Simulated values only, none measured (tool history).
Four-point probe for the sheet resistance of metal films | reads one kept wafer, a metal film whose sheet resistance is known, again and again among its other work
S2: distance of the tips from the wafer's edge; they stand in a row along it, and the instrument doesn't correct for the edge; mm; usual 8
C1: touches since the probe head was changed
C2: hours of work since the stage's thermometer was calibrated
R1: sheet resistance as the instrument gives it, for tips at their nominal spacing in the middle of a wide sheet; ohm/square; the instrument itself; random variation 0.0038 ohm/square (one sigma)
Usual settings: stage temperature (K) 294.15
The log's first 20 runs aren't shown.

{"run": 21, "hour": 311.5, "stage temperature (K)": 299.15, "S2": 22, "C1": 19204, "C2": 1102, "R1": 18.925048}
{"run": 22, "hour": 330.0, "stage temperature (K)": 304.15, "S2": 12, "C1": 19762, "C2": 1115, "R1": 18.950808}
{"run": 23, "hour": 343.6, "stage temperature (K)": 294.15, "S2": 8, "C1": 20171, "C2": 1125, "R1": 18.95272}
{"run": 24, "hour": 365.9, "stage temperature (K)": 297.15, "S2": 4, "C1": 20843, "C2": 1140, "R1": 19.076092}
{"run": 25, "hour": 383.5, "stage temperature (K)": 296.15, "S2": 12, "C1": 21372, "C2": 1152, "R1": 18.937633}
{"run": 26, "hour": 400.6, "stage temperature (K)": 293.15, "S2": 42, "C1": 21888, "C2": 1164, "R1": 18.919617}
{"run": 27, "hour": 421.0, "stage temperature (K)": 307.15, "S2": 4, "C1": 22505, "C2": 1178, "R1": 19.098101}
{"run": 28, "hour": 439.2, "stage temperature (K)": 296.15, "S2": 27, "C1": 23052, "C2": 1191, "R1": 18.922292}
{"run": 29, "hour": 452.0, "stage temperature (K)": 292.15, "S2": 66, "C1": 23439, "C2": 1200, "R1": 18.917598}
{"run": 30, "hour": 472.5, "stage temperature (K)": 304.15, "S2": 5, "C1": 24057, "C2": 1214, "R1": 19.040562}

3 ways to go on from here, each from the tool as it stands after run 30. What would each give?
{"run": "A", "hour": 483.3, "stage temperature (K)": 303.15, "S2": 34, "C1": 24384, "C2": 1222, "R1": "?"}
{"run": "B", "hour": 483.3, "stage temperature (K)": 300.15, "S2": 8, "C1": 24384, "C2": 1222, "R1": "?"}
{"run": "C", "hour": 483.3, "stage temperature (K)": 291.15, "S2": 40, "C1": 24384, "C2": 1222, "R1": "?"}

run=A R1=18.936631
run=B R1=18.974753
run=C R1=18.911777
Without the tool's hidden state the same runs would have given:
run=A R1=18.845128
run=B R1=18.883220
run=C R1=18.820963

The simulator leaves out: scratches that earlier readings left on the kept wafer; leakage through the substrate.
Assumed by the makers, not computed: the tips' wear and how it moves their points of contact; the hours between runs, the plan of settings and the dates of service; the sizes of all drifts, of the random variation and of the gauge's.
